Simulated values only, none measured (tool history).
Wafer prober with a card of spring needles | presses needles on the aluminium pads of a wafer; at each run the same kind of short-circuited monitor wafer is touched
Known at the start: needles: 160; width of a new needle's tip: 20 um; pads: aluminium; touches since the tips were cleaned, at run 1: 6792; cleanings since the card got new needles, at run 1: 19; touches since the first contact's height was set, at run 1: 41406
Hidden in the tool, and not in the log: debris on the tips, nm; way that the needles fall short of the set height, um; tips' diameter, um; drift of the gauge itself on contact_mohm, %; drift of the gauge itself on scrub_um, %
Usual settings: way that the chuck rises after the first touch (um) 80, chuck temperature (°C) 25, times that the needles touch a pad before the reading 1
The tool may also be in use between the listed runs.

| run | day | way that the chuck rises after the first touch (um) | chuck temperature (°C) | times that the needles touch a pad before the reading | touches since the tips were cleaned | cleanings since the card got new needles | touches since the first contact's height was set | resistance of one needle with its contact and lead (mohm) | way that a needle slides on the pad (um) |
|---|---|---|---|---|---|---|---|---|---|
| 1 | 0 | 80 | 25 | 1 | 6792 | 19 | 41406 | 209 | 12.25 |
|  | 0.171 | tips cleaned on abrasive film |
| 2 | 0.596 | 80 | 25 | 1 | 3099 | 20 | 45728 | 207 | 12.24 |
|  | 1.233 | tips cleaned on abrasive film |
| 3 | 1.417 | 80 | 67 | 1 | 1341 | 21 | 51682 | 220 | 12.18 |
| 4 | 1.942 | 80 | 67 | 1 | 5182 | 21 | 55523 | 219 | 12.19 |
|  | 2.292 | tips cleaned on abrasive film |
| 5 | 2.667 | 80 | 67 | 1 | 2730 | 22 | 60769 | 221 | 12.26 |
|  | 3.362 | tips cleaned on abrasive film |
| 6 | 3.417 | 87 | 25 | 1 | 375 | 23 | 66202 | 207 | 13.3 |
| 7 | 3.838 | 87 | 25 | 1 | 3461 | 23 | 69288 | 203 | 13.3 |
|  | 4.442 | tips cleaned on abrasive film |
| 8 | 4.796 | 87 | 25 | 1 | 2591 | 24 | 76237 | 205 | 13.3 |
| 9 | 5.242 | 87 | 25 | 1 | 5858 | 24 | 79504 | 204 | 13.31 |
|  | 5.542 | tips cleaned on abrasive film |
| 10 | 5.929 | 87 | 84 | 1 | 2822 | 25 | 84478 | 219 | 13.29 |
|  | 6.638 | tips cleaned on abrasive film |
| 11 | 6.771 | 87 | 84 | 1 | 951 | 26 | 90576 | 221 | 13.32 |
| 12 | 7.642 | 80 | 25 | 1 | 7330 | 26 | 96955 | 209 | 12.25 |
|  | 7.712 | tips cleaned on abrasive film |
| 13 | 8.054 | 80 | 25 | 1 | 2491 | 27 | 99915 | 211 | 12.27 |
|  | 8.817 | tips cleaned on abrasive film |
| 14 | 8.888 | 80 | 25 | 1 | 522 | 28 | 105981 | 205 | 12.22 |
| 15 | 9.467 | 73 | 73 | 1 | 4727 | 28 | 110186 | 217 | 11.17 |
|  | 9.946 | tips cleaned on abrasive film |
| 16 | 10.058 | 65 | 61 | 3 | 819 | 29 | 114486 | 220 | 9.97 |
| 17 | 10.95 | 62 | 49 | 3 | 7311 | 29 | 120978 | 215 | 9.47 |
|  | 11.021 | tips cleaned on abrasive film |
| 18 | 11.596 | 62 | 49 | 3 | 4196 | 30 | 125678 | 218 | 9.49 |
|  | 12.129 | tips cleaned on abrasive film |
| 19 | 12.171 | 80 | 29 | 2 | 302 | 31 | 129826 | 207 | 12.25 |
|  | 12.683 | height of the first contact set anew |
| 20 | 12.842 | 80 | 29 | 2 | 5120 | 31 | 1157 | 211 | 12.25 |
|  | 13.233 | tips cleaned on abrasive film |
| 21 | 13.296 | 80 | 44 | 3 | 472 | 32 | 4434 | 214 | 12.23 |
| 22 | 14.092 | 80 | 44 | 3 | 6262 | 32 | 10224 | 212 | 12.26 |
|  | 14.312 | tips cleaned on abrasive film |
| 23 | 14.921 | 80 | 88 | 1 | 4454 | 33 | 16256 | 224 | 12.23 |
|  | 15.392 | tips cleaned on abrasive film |
| 24 | 15.821 | 80 | 88 | 1 | 3133 | 34 | 22781 | 223 | 12.23 |
| 25 | 16.342 | 88 | 49 | 2 | 6941 | 34 | 26589 | 213 | 13.47 |
|  | 16.458 | tips cleaned on abrasive film |
| 26 | 17.221 | 88 | 49 | 2 | 5560 | 35 | 32971 | 209 | 13.49 |
|  | 17.521 | tips cleaned on abrasive film |
| 27 | 17.908 | 80 | 25 | 2 | 2817 | 36 | 37949 | 210 | 12.25 |
| 28 | 18.446 | 80 | 45 | 3 | 6749 | 36 | 41881 | 212 | 12.24 |

3 ways to go on from here, each from the tool as it stands after run 28. What would each give?
|  | 18.6 | tips cleaned on abrasive film |
| A | 18.958 | 80 | 45 | 3 | 2615 | 37 | 45572 | ? | ? |
|  | 18.6 | tips cleaned on abrasive film |
| B | 18.958 | 81 | 45 | 1 | 2615 | 37 | 45572 | ? | ? |
|  | 18.6 | tips cleaned on abrasive film |
| C | 18.958 | 87 | 45 | 1 | 2615 | 37 | 45572 | ? | ? |

| run | resistance of one needle with its contact and lead (mohm) | way that a needle slides on the pad (um) |
|---|---|---|
| A | 212 | 12.26 |
| B | 212 | 12.41 |
| C | 210 | 13.32 |
Without the tool's hidden state the same runs would have given:
| run | resistance of one needle with its contact and lead (mohm) | way that a needle slides on the pad (um) |
|---|---|---|
| A | 212 | 12.26 |
| B | 212 | 12.41 |
| C | 209 | 13.32 |
